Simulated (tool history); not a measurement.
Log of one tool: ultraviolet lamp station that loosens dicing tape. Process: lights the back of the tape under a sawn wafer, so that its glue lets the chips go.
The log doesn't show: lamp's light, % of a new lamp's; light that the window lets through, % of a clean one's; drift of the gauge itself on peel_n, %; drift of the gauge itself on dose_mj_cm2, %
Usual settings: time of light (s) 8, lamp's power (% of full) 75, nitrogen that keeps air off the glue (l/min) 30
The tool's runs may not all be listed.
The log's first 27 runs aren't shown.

run	hour	time of light (s)	lamp's power (% of full)	nitrogen that keeps air off the glue (l/min)	hours of work of the lamp	hours of work since the window was cleaned	force that peels the tape off (N)	light that reached the tape (mJ/cm²)
28	937.2	14	88	11	201	150	0.471	401
29	978.9	14	88	11	223	172	0.478	401
30	1014.1	13	79	31	242	191	0.305	329
31	1044.3	15	68	23	258	207	0.416	321
32	1070	15	68	23	272	221	0.425	319
33	1116.6	9	71	12	296	246	1.873	201
34	1149.2	9	71	20	314	263	1.42	196
35	1170.3	5	75	39	325	274	2.283	115
36	1217.7	8	75	22	350	299	1.536	179
37	1265.3	8	75	10	376	325	2.409	176
38	1290.4	7	79	30	389	338	1.592	162
39	1315.6	7	79	30	402	352	1.65	158
# hour 1328: window cleaned of glue's vapour
40	1357	13	85	30	424	15	0.261	347
41	1383.3	7	61	30	438	29	2.122	135
42	1403	8	76	13	449	40	1.927	193
43	1437.5	8	76	13	467	58	1.929	188

3 ways to go on from here, each from the tool as it stands after run 43. What would each give?
A	1480.2	5	75	40	490	81	?	?
B	1480.2	10	65	10	490	81	?	?
C	1480.2	8	65	30	490	81	?	?

run	force that peels the tape off (N)	light that reached the tape (mJ/cm²)
A	2.299	115
B	2.112	194
C	1.601	161
Without the tool's hidden state the same runs would have given:
run	force that peels the tape off (N)	light that reached the tape (mJ/cm²)
A	1.714	141
B	1.542	240
C	1.106	198
